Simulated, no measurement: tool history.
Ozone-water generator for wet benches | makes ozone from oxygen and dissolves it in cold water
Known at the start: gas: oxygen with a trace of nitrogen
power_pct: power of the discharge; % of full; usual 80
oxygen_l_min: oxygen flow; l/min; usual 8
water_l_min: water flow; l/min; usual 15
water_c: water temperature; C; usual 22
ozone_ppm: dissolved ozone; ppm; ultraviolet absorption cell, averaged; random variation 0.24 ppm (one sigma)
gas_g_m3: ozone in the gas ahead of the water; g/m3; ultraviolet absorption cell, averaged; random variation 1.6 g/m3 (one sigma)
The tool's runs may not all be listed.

| run | hour | power_pct | oxygen_l_min | water_l_min | water_c | ozone_ppm | gas_g_m3 |
|---|---|---|---|---|---|---|---|
| 1 | 0 | 80 | 8 | 15 | 22 | 36.2 | 301.8 |
| 2 | 57.2 | 80 | 8 | 15 | 22 | 36 | 301 |
| 3 | 102.7 | 80 | 8 | 15 | 22 | 35.9 | 301.9 |
| 4 | 134 | 80 | 8 | 15 | 22 | 35.8 | 303.5 |
| 5 | 180.5 | 80 | 8 | 15 | 22 | 36.1 | 302.7 |
| 6 | 238.3 | 80 | 8 | 15 | 22 | 36.3 | 302.1 |
| 7 | 301 | 80 | 8 | 15 | 22 | 35.9 | 299.7 |
| 8 | 335.8 | 80 | 8 | 15 | 15 | 42 | 304.1 |
| 9 | 393.1 | 45 | 8 | 15 | 22 | 22.1 | 183.9 |
| 10 | 434.7 | 80 | 8 | 15 | 18 | 39.3 | 304.5 |
| 11 | 503.6 | 80 | 8 | 15 | 22 | 36.3 | 307.4 |
| 12 | 571.6 | 80 | 10.1 | 15 | 22 | 34.1 | 267.8 |
| 13 | 611.7 | 80 | 10.1 | 15 | 22 | 34.6 | 271 |
| 14 | 672.8 | 80 | 10.1 | 15 | 22 | 34.9 | 266.2 |
| 15 | 706.3 | 80 | 8 | 15 | 19 | 38.3 | 306.5 |
| 16 | 762.3 | 80 | 8 | 15 | 19 | 38.9 | 308 |
| 17 | 792.6 | 80 | 8 | 15 | 22 | 36.5 | 307.7 |
| 18 | 851.3 | 80 | 4.58 | 15 | 22 | 38.8 | 422.1 |
| 19 | 907.6 | 80 | 6.58 | 24 | 27 | 24.9 | 340.7 |
| 20 | 937.9 | 68 | 5.94 | 14 | 15 | 39.1 | 315.4 |
| 21 | 991.5 | 68 | 5.94 | 14 | 15 | 39.1 | 314.3 |
| 22 | 1030.9 | 68 | 5.94 | 14 | 15 | 39.1 | 315 |
| 23 | 1096.1 | 80 | 4.73 | 15 | 16 | 42.5 | 417.7 |
| 24 | 1156.2 | 80 | 8.5 | 23 | 22 | 27.3 | 299.4 |
| 25 | 1191.5 | 87 | 12.68 | 13 | 22 | 37.2 | 260 |
|  | 1244.3 | gauge calibrated |
| 26 | 1252.2 | 87 | 12.27 | 22 | 15 | 33 | 256.2 |
| 27 | 1292 | 80 | 10.34 | 13 | 15 | 42.6 | 263.1 |
| 28 | 1344.6 | 80 | 10.34 | 11 | 15 | 46.7 | 263 |
| 29 | 1379.1 | 80 | 10.34 | 11 | 15 | 46.5 | 262.1 |
| 30 | 1447.4 | 80 | 10.34 | 22 | 15 | 31.1 | 265.2 |
| 31 | 1505.5 | 80 | 10.34 | 22 | 15 | 31.4 | 266.3 |
| 32 | 1560.3 | 80 | 10.34 | 22 | 15 | 31.6 | 263.8 |
| 33 | 1619.4 | 81 | 4.94 | 22 | 15 | 32.8 | 393.8 |
| 34 | 1686.1 | 42 | 8 | 15 | 17 | 22.9 | 174.4 |

3 ways to go on from here, each from the tool as it stands after run 34. What would each give?
|  | 1717 | contactor cleaned |
| A | 1755.3 | 66 | 8 | 15 | 22 | ? | ? |
|  | 1717 | contactor cleaned |
| B | 1755.3 | 42 | 8 | 15 | 24 | ? | ? |
|  | 1717 | contactor cleaned |
| C | 1755.3 | 80 | 8 | 15 | 15 | ? | ? |

| run | ozone_ppm | gas_g_m3 |
|---|---|---|
| A | 30.3 | 261.1 |
| B | 20 | 175.6 |
| C | 41.6 | 303.6 |
Without the tool's hidden state the same runs would have given:
| run | ozone_ppm | gas_g_m3 |
|---|---|---|
| A | 30.3 | 258 |
| B | 20 | 173.5 |
| C | 41.6 | 300.1 |

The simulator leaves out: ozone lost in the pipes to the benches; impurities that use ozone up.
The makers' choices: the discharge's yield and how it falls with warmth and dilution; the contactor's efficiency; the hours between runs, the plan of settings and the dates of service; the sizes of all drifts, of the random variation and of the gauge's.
